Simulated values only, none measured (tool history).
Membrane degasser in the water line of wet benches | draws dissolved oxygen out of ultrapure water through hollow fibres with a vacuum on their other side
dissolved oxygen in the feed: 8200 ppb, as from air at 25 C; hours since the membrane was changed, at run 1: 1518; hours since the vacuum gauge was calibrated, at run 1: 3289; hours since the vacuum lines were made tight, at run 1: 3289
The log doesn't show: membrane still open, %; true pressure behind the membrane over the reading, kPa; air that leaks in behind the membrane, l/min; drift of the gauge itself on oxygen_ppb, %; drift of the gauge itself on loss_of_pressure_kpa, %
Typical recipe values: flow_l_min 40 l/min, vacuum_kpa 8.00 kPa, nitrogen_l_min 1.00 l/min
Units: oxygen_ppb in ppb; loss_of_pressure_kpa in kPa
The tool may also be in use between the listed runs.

run,hour,flow_l_min,vacuum_kpa,nitrogen_l_min,hours since the membrane was changed,hours since the vacuum gauge was calibrated,hours since the vacuum lines were made tight,oxygen_ppb,loss_of_pressure_kpa
1,0.0,40,8.00,1.00,1518,3289,3289,612.6,41.56
2,46.6,40,8.00,1.00,1565,3335,3335,618.8,41.66
3,83.0,40,8.00,1.00,1601,3372,3372,622.7,41.64
4,117.6,40,8.00,1.00,1636,3406,3406,626.6,41.71
5,160.8,40,8.00,1.00,1679,3450,3450,615.3,41.93
6,221.7,40,8.00,0.44,1740,3511,3511,906.4,41.80
7,284.2,40,8.00,1.92,1802,3573,3573,474.8,41.78
8,349.8,40,8.00,1.00,1868,3639,3639,623.1,41.48
9,382.1,40,8.00,1.00,1900,3671,3671,620.0,42.37
10,413.9,40,8.00,1.00,1932,3703,3703,622.0,41.42
11,451.2,41,8.00,1.00,1969,3740,3740,646.0,42.55
12,515.4,57,8.00,1.00,2033,3804,3804,1064.4,58.75
13,544.9,57,8.00,1.00,2063,3834,3834,1045.3,59.47
14,608.6,57,8.00,1.00,2127,3898,3898,1051.5,59.31
15,666.1,40,8.00,1.00,2184,3955,3955,626.0,41.66
16,726.6,24,8.00,1.00,2245,4015,4015,295.5,25.06
17,771.7,58,6.49,1.00,2290,4061,4061,962.8,60.45
18,805.6,58,6.49,1.00,2324,4094,4094,942.9,60.96
19,867.6,58,6.49,1.00,2386,4156,4156,953.5,60.00
20,927.3,55,5.91,1.00,2445,4216,4216,838.5,57.64
21,964.1,61,9.58,1.00,2482,4253,4253,1308.9,63.66
22,996.1,54,14.66,0.91,2514,4285,4285,1540.2,56.35
23,1047.6,54,11.12,0.91,2566,4336,4336,1288.9,56.44
24,1084.4,54,11.12,0.91,2603,4373,4373,1266.2,56.84
25,1130.0,56,8.00,1.00,2648,4419,4419,1042.6,58.76
26,1177.6,56,8.00,1.00,2696,4466,4466,1049.5,58.61
27,1212.2,56,8.00,1.00,2730,4501,4501,1023.3,58.46
28,1257.6,56,8.00,1.00,2776,4546,4546,1029.5,59.00

Run 29 has not been measured yet. What should we expect?
29,1312.3,56,8.00,1.00,2830,4601,4601,?,?

oxygen_ppb: 1039.7 ppb
loss_of_pressure_kpa: 58.65 kPa
Without the tool's hidden state the same run would have given oxygen_ppb 997.6 ppb, loss_of_pressure_kpa 57.77 kPa.

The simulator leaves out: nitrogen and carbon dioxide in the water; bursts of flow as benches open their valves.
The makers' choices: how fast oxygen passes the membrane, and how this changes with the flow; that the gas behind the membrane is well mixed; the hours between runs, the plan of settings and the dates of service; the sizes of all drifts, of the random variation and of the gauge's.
